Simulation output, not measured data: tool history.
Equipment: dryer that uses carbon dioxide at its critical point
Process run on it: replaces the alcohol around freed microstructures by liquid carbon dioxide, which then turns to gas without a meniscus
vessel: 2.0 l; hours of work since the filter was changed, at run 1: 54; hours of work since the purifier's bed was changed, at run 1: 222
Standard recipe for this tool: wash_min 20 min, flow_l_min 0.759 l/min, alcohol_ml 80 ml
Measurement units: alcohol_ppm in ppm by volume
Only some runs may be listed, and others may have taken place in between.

run   hour  wash_min  flow_l_min  alcohol_ml  hours of work since the filter was changed  hours of work since the purifier's bed was changed  alcohol_ppm
  1      0        20       0.759          80                                          54                                                 222           60
  2   14.1        20       0.759          91                                          64                                                 233           61
  3   28.7        20       0.759          91                                          75                                                 244           75
  4     45        20       0.759          80                                          88                                                 256           50
  5     62        20       0.759          47                                         100                                                 269           46
  6   79.4        20       0.759          47                                         113                                                 282           52
  7   95.2        20       0.759          80                                         125                                                 294           67
  8  106.8        20       0.759          80                                         134                                                 303           78
  9  125.5        20       0.759          80                                         148                                                 317           65
 10    141        20       0.805          80                                         160                                                 328           58
 11  154.9        20       0.805          80                                         170                                                 339           57
 12  169.9        20       0.805          80                                         182                                                 350           60
 13  183.7        20       0.805          80                                         192                                                 361           63
 14  191.8        20       0.637         116                                         198                                                 367          227
 15  200.9        26       1.268         116                                         205                                                 374           37
 16  220.5        20       0.974          36                                         220                                                 388           54
 17  231.4        15       0.658          80                                         228                                                 397          510
 18  246.1        19       1.031          80                                         239                                                 408           49
 19  263.2        19       1.031          80                                         252                                                 421           49
 20  281.9        23       0.759          98                                         266                                                 435           69
 21  298.7        12       1.102          80                                         279                                                 447          165
     317.1  -- inlet filter changed
 22  317.1        12       1.102          80                                           0                                                 461          114

4 ways to go on from here, each from the tool as it stands after run 22. What would each give?
  A  326.6        26       0.759          80                                           7                                                 468            ?
  B  326.6        12        1.14          47                                           7                                                 468            ?
  C  326.6        14       0.759         103                                           7                                                 468            ?
  D  326.6        31       0.734          27                                           7                                                 468            ?

run  alcohol_ppm
  A           43
  B           88
  C          371
  D           52
Stripped of hidden state, with their random variation kept, the same runs would have yielded:
run  alcohol_ppm
  A            0
  B           43
  C          321
  D            9

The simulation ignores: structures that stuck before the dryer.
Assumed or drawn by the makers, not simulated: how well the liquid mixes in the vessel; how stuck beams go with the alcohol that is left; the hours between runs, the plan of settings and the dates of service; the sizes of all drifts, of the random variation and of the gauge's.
